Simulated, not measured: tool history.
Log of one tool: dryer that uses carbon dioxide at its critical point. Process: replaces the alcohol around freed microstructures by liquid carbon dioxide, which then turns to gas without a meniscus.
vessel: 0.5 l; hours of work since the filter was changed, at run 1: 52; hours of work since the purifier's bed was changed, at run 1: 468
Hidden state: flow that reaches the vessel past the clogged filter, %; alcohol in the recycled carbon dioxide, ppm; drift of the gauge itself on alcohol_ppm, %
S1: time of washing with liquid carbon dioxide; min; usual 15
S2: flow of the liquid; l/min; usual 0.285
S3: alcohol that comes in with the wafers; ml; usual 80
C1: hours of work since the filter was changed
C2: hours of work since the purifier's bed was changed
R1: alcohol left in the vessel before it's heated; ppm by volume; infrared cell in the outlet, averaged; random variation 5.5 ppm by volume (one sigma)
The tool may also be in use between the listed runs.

| run | hour | S1 | S2 | S3 | C1 | C2 | R1 |
|---|---|---|---|---|---|---|---|
| 1 | 0.0 | 15 | 0.285 | 80 | 52 | 468 | 325 |
| 2 | 39.1 | 15 | 0.285 | 80 | 71 | 486 | 342 |
| 3 | 68.7 | 15 | 0.285 | 55 | 85 | 500 | 300 |
| 4 | 89.4 | 15 | 0.284 | 80 | 94 | 510 | 349 |
| 5 | 107.2 | 15 | 0.285 | 80 | 103 | 518 | 358 |
| 6 | 141.2 | 10 | 0.285 | 80 | 119 | 534 | 1759 |
| 7 | 165.0 | 15 | 0.318 | 80 | 130 | 545 | 273 |
| 8 | 199.2 | 15 | 0.301 | 80 | 146 | 561 | 319 |
| 9 | 221.3 | 15 | 0.301 | 80 | 156 | 572 | 327 |
| 10 | 260.4 | 15 | 0.301 | 80 | 175 | 590 | 330 |
| 11 | 282.9 | 15 | 0.301 | 80 | 185 | 601 | 329 |
| 12 | 301.4 | 15 | 0.301 | 80 | 194 | 609 | 349 |
| 13 | 335.2 | 18 | 0.285 | 80 | 210 | 625 | 270 |
| 14 | 359.0 | 15 | 0.285 | 80 | 221 | 636 | 424 |
| 15 | 385.8 | 23 | 0.285 | 80 | 234 | 649 | 253 |
| 16 | 425.5 | 23 | 0.285 | 80 | 252 | 668 | 256 |
| 17 | 455.9 | 23 | 0.285 | 80 | 267 | 682 | 256 |
| 18 | 487.8 | 23 | 0.285 | 80 | 282 | 697 | 274 |
| 19 | 505.0 | 24 | 0.301 | 119 | 290 | 705 | 273 |
|  | 525.6 | purifier's bed changed |
| 20 | 526.5 | 24 | 0.301 | 41 | 298 | 0 | 9 |
| 21 | 565.3 | 15 | 0.229 | 25 | 317 | 19 | 258 |
| 22 | 588.3 | 15 | 0.229 | 25 | 327 | 29 | 253 |
| 23 | 609.1 | 15 | 0.222 | 73 | 337 | 39 | 858 |
| 24 | 628.8 | 20 | 0.222 | 73 | 346 | 49 | 170 |
| 25 | 661.9 | 9 | 0.260 | 97 | 362 | 64 | 5100 |
| 26 | 679.1 | 15 | 0.202 | 21 | 370 | 72 | 428 |
| 27 | 700.7 | 15 | 0.229 | 76 | 380 | 82 | 801 |
| 28 | 731.1 | 15 | 0.229 | 76 | 395 | 97 | 782 |
| 29 | 752.8 | 17 | 0.398 | 85 | 405 | 107 | 47 |
| 30 | 771.2 | 17 | 0.365 | 50 | 413 | 115 | 45 |
| 31 | 808.4 | 17 | 0.365 | 50 | 431 | 133 | 72 |
| 32 | 832.4 | 17 | 0.438 | 64 | 442 | 144 | 59 |
| 33 | 849.5 | 17 | 0.438 | 64 | 450 | 152 | 65 |
| 34 | 867.4 | 15 | 0.207 | 80 | 459 | 161 | 1465 |
| 35 | 908.2 | 15 | 0.207 | 80 | 478 | 180 | 1524 |

Forecast each of these 3 alternatives for the next run:
| A | 930.0 | 15 | 0.435 | 80 | 488 | 190 | ? |
| B | 930.0 | 15 | 0.285 | 101 | 488 | 190 | ? |
| C | 930.0 | 11 | 0.467 | 27 | 488 | 190 | ? |

| run | R1 |
|---|---|
| A | 82 |
| B | 350 |
| C | 92 |
Without the tool's hidden state the same runs would have given:
| run | R1 |
|---|---|
| A | 10 |
| B | 189 |
| C | 17 |

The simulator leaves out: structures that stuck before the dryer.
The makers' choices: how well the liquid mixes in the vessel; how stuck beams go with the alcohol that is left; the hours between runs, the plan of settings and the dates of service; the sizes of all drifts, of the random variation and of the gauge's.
